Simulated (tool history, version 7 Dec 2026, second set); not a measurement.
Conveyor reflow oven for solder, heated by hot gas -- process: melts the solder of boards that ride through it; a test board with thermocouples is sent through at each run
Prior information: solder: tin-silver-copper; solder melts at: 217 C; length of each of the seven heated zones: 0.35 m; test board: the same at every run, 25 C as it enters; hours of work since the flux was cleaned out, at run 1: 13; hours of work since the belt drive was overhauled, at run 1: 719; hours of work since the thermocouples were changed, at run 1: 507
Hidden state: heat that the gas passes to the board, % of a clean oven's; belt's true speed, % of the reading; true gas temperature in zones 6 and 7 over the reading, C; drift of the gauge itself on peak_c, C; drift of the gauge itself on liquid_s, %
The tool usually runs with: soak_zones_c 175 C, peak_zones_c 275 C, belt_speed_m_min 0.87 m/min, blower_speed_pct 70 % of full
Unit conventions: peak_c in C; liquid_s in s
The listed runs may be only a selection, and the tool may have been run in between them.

run,hour,soak_zones_c,peak_zones_c,belt_speed_m_min,blower_speed_pct,hours of work since the flux was cleaned out,hours of work since the belt drive was overhauled,hours of work since the thermocouples were changed,peak_c,liquid_s
1,0,175,275,0.87,70,13,719,507,261.3,41.4
2,31.6,175,275,0.87,70,34,741,529,261.4,40.5
3,65.2,175,275,0.87,70,58,764,552,261,41.2
4,95.2,175,275,0.87,70,78,785,573,261.4,41.1
5,134.6,175,275,0.87,70,105,812,600,260.6,41
6,160,175,275,0.87,70,123,830,617,261.4,40.7
7,186.4,175,275,0.87,70,141,848,635,260.9,40.6
8,214.8,175,275,0.87,70,161,867,655,260.8,40.5
# hour 221.5: flux residue cleaned out of gas plates and filters
9,257.5,175,275,1.029,70,25,893,681,256.7,32.5
10,281.4,175,275,0.87,70,41,910,697,262.3,41.4
11,302.7,175,275,0.87,84,56,924,712,264.5,42.2
12,329.9,190,289,0.739,69,75,943,731,281.2,58.2
# hour 362.6: thermocouples of zones 6 and 7 changed
13,368.1,185,279,0.921,52,100,968,4,259.4,39.8
14,394.3,175,265,0.87,70,118,986,22,249.8,36.1
15,431.5,175,272,0.752,70,143,1012,47,260.5,48.1
# hour 463.1: flux residue cleaned out of gas plates and filters
16,475.4,175,272,0.752,70,9,1039,74,260.8,49.2
17,504.8,176,272,0.752,52,29,1059,95,259,47.4
18,545.2,176,272,0.752,52,57,1087,122,258.5,47.2
19,575.1,180,272,0.752,61,77,1107,143,260.6,49.4
20,593.6,180,272,0.752,61,90,1120,156,260.5,49.1
21,621.2,180,272,0.752,61,109,1139,175,260,49.4

Consider 5 possible next runs. They are alternatives, not a sequence: every one starts from the tool as it was left by run 21. What does each give?
A,638.4,180,284,0.996,65,121,1151,187,?,?
B,638.4,174,275,0.87,70,121,1151,187,?,?
C,638.4,187,275,0.87,70,121,1151,187,?,?
D,638.4,166,278,0.764,61,121,1151,187,?,?
E,638.4,189,272,0.752,71,121,1151,187,?,?

run,peak_c,liquid_s
A,262.9,37
B,258.8,40.5
C,260.8,44.4
D,263.3,46
E,262.3,53
Take away the tool's hidden state, keep each run's random variation, and the runs would have read:
run,peak_c,liquid_s
A,263.3,36
B,259.3,39.4
C,261.2,43.1
D,263.6,44.6
E,262.7,51.4

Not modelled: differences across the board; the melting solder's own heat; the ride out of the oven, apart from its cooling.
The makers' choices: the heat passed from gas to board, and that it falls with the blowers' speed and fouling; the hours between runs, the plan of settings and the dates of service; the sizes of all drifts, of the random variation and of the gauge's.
